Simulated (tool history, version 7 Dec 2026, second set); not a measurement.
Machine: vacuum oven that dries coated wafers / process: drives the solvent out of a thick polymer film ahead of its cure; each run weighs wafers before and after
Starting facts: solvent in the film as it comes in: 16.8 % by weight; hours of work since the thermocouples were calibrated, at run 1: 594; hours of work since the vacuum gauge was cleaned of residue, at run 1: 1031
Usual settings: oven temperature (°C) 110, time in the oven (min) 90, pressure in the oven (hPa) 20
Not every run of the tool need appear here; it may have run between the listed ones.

run	hour	oven temperature (°C)	time in the oven (min)	pressure in the oven (hPa)	hours of work since the thermocouples were calibrated	hours of work since the vacuum gauge was cleaned of residue	solvent left in the film (%)
1	0	110	90	20	594	1031	4.14
2	82.6	110	90	20	637	1073	4.11
3	125.4	110	111	20	659	1095	3.39
4	218.9	110	90	20	706	1143	4.18
5	276.6	110	90	20	736	1172	4.12
6	320.2	110	90	20	758	1195	4.05
7	392.5	102	90	20	795	1232	6.87
8	481.8	102	160	20	840	1277	4.57
9	528.7	110	90	20	864	1301	4.08
10	586.6	110	90	21	894	1331	4.29
11	633.6	110	90	37.7	918	1355	5.39
12	713.9	110	90	37.7	959	1396	5.18
13	760.7	110	90	13.2	983	1419	3.54
14	839.8	110	90	13.2	1023	1460	3.47
15	898.9	110	90	13.2	1053	1490	3.6
16	988.8	110	90	20	1099	1536	4.02
17	1072	110	90	20	1142	1578	3.98
18	1142.8	110	90	20	1178	1615	3.98
19	1190.7	110	90	20	1202	1639	4.01
20	1242.9	110	64	20	1229	1666	5.21
21	1337.7	113	64	25.5	1277	1714	4.55
22	1428.5	114	154	70	1324	1760	5.91
23	1486	114	154	70	1353	1790	5.87
# hour 1491.6: vacuum gauge cleaned of residue and calibrated
24	1531.2	123	154	29.8	1375	20	2.1
25	1618.2	107	86	27.5	1420	65	5.69
26	1680.2	113	90	14.6	1451	96	2.88
# hour 1746.7: vacuum gauge cleaned of residue and calibrated, once more
27	1757.8	107	56	18.6	1490	6	6.25
28	1810.8	107	56	18.6	1517	33	6.14
29	1895.4	107	117	56.8	1560	76	6.56
30	1967.7	109	46	24.8	1597	113	6.76
31	2062.8	100	57	17	1646	161	8.19
# hour 2097.6: oven's thermocouples calibrated
32	2105.5	110	46	20	4	182	6.9
33	2182.4	110	83	59.6	43	221	7.45
34	2268.4	110	83	59.6	87	265	7.4
35	2348.5	123	102	15.3	128	306	1.08
36	2432.7	122	131	14.4	171	349	0.98
37	2523.8	122	131	14.4	218	396	1.07
38	2571	95	83	32.8	242	420	10.73
39	2627.1	95	113	26.9	270	448	8.97

Forecast each of these 3 alternatives for the next run:
A	2689	110	90	15.7	302	480	?
B	2689	115	90	20	302	480	?
C	2689	114	113	52.3	302	480	?

run	solvent left in the film (%)
A	3.6
B	2.6
C	4.81
Without the tool's hidden state the same runs would have given:
run	solvent left in the film (%)
A	3.72
B	2.66
C	4.89

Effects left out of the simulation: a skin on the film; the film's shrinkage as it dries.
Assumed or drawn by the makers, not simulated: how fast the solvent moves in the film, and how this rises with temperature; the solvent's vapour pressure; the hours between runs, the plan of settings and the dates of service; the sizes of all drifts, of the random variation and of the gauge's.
